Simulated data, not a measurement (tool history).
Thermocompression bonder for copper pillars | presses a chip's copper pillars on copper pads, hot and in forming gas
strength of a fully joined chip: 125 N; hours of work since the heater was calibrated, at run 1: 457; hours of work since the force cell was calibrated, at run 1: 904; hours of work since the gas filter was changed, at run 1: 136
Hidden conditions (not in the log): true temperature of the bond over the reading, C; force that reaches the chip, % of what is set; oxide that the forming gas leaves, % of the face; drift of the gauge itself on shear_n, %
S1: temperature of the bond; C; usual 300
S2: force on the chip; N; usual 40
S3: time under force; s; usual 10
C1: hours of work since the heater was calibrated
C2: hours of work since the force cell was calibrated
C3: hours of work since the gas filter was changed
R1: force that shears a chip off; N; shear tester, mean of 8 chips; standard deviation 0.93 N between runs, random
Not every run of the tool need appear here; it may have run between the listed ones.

{"run": 1, "hour": 0.0, "S1": 300, "S2": 40, "S3": 10, "C1": 457, "C2": 904, "C3": 136, "R1": 88.2}
{"run": 2, "hour": 51.6, "S1": 286, "S2": 40, "S3": 10, "C1": 485, "C2": 932, "C3": 164, "R1": 77.1}
{"run": 3, "hour": 87.1, "S1": 286, "S2": 40, "S3": 10, "C1": 504, "C2": 951, "C3": 183, "R1": 78.2}
{"run": 4, "hour": 134.0, "S1": 300, "S2": 40, "S3": 10, "C1": 529, "C2": 976, "C3": 208, "R1": 88.4}
{"run": 5, "hour": 163.6, "S1": 300, "S2": 43, "S3": 10, "C1": 545, "C2": 992, "C3": 224, "R1": 93.3}
{"run": 6, "hour": 186.1, "S1": 300, "S2": 43, "S3": 10, "C1": 557, "C2": 1004, "C3": 236, "R1": 92.8}
{"run": 7, "hour": 229.3, "S1": 300, "S2": 43, "S3": 10, "C1": 580, "C2": 1027, "C3": 259, "R1": 93.3}
{"hour": 235.3, "done": "force cell calibrated"}
{"run": 8, "hour": 262.8, "S1": 300, "S2": 40, "S3": 10, "C1": 597, "C2": 15, "C3": 277, "R1": 89.2}
{"run": 9, "hour": 299.2, "S1": 300, "S2": 26, "S3": 10, "C1": 617, "C2": 34, "C3": 296, "R1": 64.5}
{"run": 10, "hour": 335.1, "S1": 300, "S2": 40, "S3": 10, "C1": 636, "C2": 54, "C3": 315, "R1": 88.7}
{"run": 11, "hour": 371.6, "S1": 300, "S2": 40, "S3": 10, "C1": 656, "C2": 73, "C3": 335, "R1": 88.1}
{"run": 12, "hour": 406.7, "S1": 300, "S2": 40, "S3": 10, "C1": 674, "C2": 92, "C3": 354, "R1": 88.9}
{"run": 13, "hour": 454.0, "S1": 300, "S2": 40, "S3": 10, "C1": 700, "C2": 117, "C3": 379, "R1": 86.9}
{"hour": 493.5, "done": "heater calibrated with a thermocouple chip"}
{"run": 14, "hour": 496.4, "S1": 300, "S2": 40, "S3": 10, "C1": 2, "C2": 139, "C3": 401, "R1": 88.2}
{"run": 15, "hour": 533.4, "S1": 281, "S2": 40, "S3": 10, "C1": 21, "C2": 159, "C3": 421, "R1": 74.0}
{"hour": 557.9, "done": "forming gas filter changed"}
{"run": 16, "hour": 587.6, "S1": 281, "S2": 40, "S3": 10, "C1": 50, "C2": 188, "C3": 16, "R1": 72.9}
{"run": 17, "hour": 633.6, "S1": 281, "S2": 40, "S3": 10, "C1": 75, "C2": 212, "C3": 41, "R1": 74.3}
{"run": 18, "hour": 658.3, "S1": 300, "S2": 40, "S3": 10, "C1": 88, "C2": 225, "C3": 54, "R1": 88.4}
{"run": 19, "hour": 689.7, "S1": 300, "S2": 40, "S3": 10, "C1": 105, "C2": 242, "C3": 71, "R1": 88.9}
{"run": 20, "hour": 723.6, "S1": 300, "S2": 40, "S3": 19, "C1": 123, "C2": 260, "C3": 89, "R1": 102.9}
{"run": 21, "hour": 767.5, "S1": 300, "S2": 40, "S3": 19, "C1": 147, "C2": 284, "C3": 112, "R1": 101.6}
{"run": 22, "hour": 804.7, "S1": 277, "S2": 46, "S3": 16, "C1": 167, "C2": 304, "C3": 132, "R1": 88.1}
{"run": 23, "hour": 833.8, "S1": 320, "S2": 34, "S3": 11, "C1": 182, "C2": 320, "C3": 148, "R1": 95.1}
{"run": 24, "hour": 874.2, "S1": 273, "S2": 32, "S3": 24, "C1": 204, "C2": 341, "C3": 170, "R1": 75.0}
{"run": 25, "hour": 917.8, "S1": 273, "S2": 32, "S3": 24, "C1": 227, "C2": 365, "C3": 193, "R1": 74.1}
{"run": 26, "hour": 942.8, "S1": 323, "S2": 39, "S3": 24, "C1": 241, "C2": 378, "C3": 206, "R1": 115.4}
{"run": 27, "hour": 983.2, "S1": 307, "S2": 25, "S3": 17, "C1": 262, "C2": 400, "C3": 228, "R1": 79.7}
{"run": 28, "hour": 1024.1, "S1": 296, "S2": 28, "S3": 21, "C1": 284, "C2": 422, "C3": 250, "R1": 81.9}
{"run": 29, "hour": 1057.1, "S1": 313, "S2": 32, "S3": 16, "C1": 302, "C2": 439, "C3": 268, "R1": 97.2}
{"run": 30, "hour": 1107.9, "S1": 300, "S2": 33, "S3": 10, "C1": 329, "C2": 467, "C3": 295, "R1": 77.7}
{"run": 31, "hour": 1140.6, "S1": 300, "S2": 33, "S3": 24, "C1": 347, "C2": 484, "C3": 312, "R1": 97.2}
{"run": 32, "hour": 1182.4, "S1": 312, "S2": 32, "S3": 10, "C1": 369, "C2": 506, "C3": 335, "R1": 84.9}
{"run": 33, "hour": 1235.8, "S1": 312, "S2": 32, "S3": 10, "C1": 398, "C2": 535, "C3": 363, "R1": 86.2}
{"run": 34, "hour": 1271.0, "S1": 299, "S2": 54, "S3": 10, "C1": 417, "C2": 554, "C3": 382, "R1": 103.0}
{"run": 35, "hour": 1297.7, "S1": 291, "S2": 42, "S3": 17, "C1": 431, "C2": 568, "C3": 397, "R1": 95.6}
{"run": 36, "hour": 1349.7, "S1": 291, "S2": 42, "S3": 10, "C1": 459, "C2": 596, "C3": 425, "R1": 84.2}
{"hour": 1367.0, "done": "forming gas filter changed"}
{"run": 37, "hour": 1397.9, "S1": 273, "S2": 52, "S3": 6, "C1": 484, "C2": 622, "C3": 17, "R1": 68.6}
{"run": 38, "hour": 1452.2, "S1": 297, "S2": 39, "S3": 6, "C1": 514, "C2": 651, "C3": 46, "R1": 71.9}
{"run": 39, "hour": 1506.5, "S1": 297, "S2": 52, "S3": 27, "C1": 543, "C2": 680, "C3": 75, "R1": 117.4}
{"run": 40, "hour": 1532.2, "S1": 330, "S2": 26, "S3": 5, "C1": 556, "C2": 694, "C3": 89, "R1": 69.8}

Below are 4 alternative next runs, each starting from the tool's condition after run 40. Predict each:
{"run": "A", "hour": 1581.5, "S1": 297, "S2": 37, "S3": 24, "C1": 583, "C2": 720, "C3": 115, "R1": "?"}
{"run": "B", "hour": 1581.5, "S1": 300, "S2": 40, "S3": 8, "C1": 583, "C2": 720, "C3": 115, "R1": "?"}
{"run": "C", "hour": 1581.5, "S1": 285, "S2": 38, "S3": 7, "C1": 583, "C2": 720, "C3": 115, "R1": "?"}
{"run": "D", "hour": 1581.5, "S1": 330, "S2": 30, "S3": 19, "C1": 583, "C2": 720, "C3": 115, "R1": "?"}

run=A R1=102.6
run=B R1=83.6
run=C R1=64.9
run=D R1=107.5
Take away the tool's hidden state, keep each run's random variation, and the runs would have read:
run=A R1=102.0
run=B R1=82.9
run=C R1=64.3
run=D R1=107.1

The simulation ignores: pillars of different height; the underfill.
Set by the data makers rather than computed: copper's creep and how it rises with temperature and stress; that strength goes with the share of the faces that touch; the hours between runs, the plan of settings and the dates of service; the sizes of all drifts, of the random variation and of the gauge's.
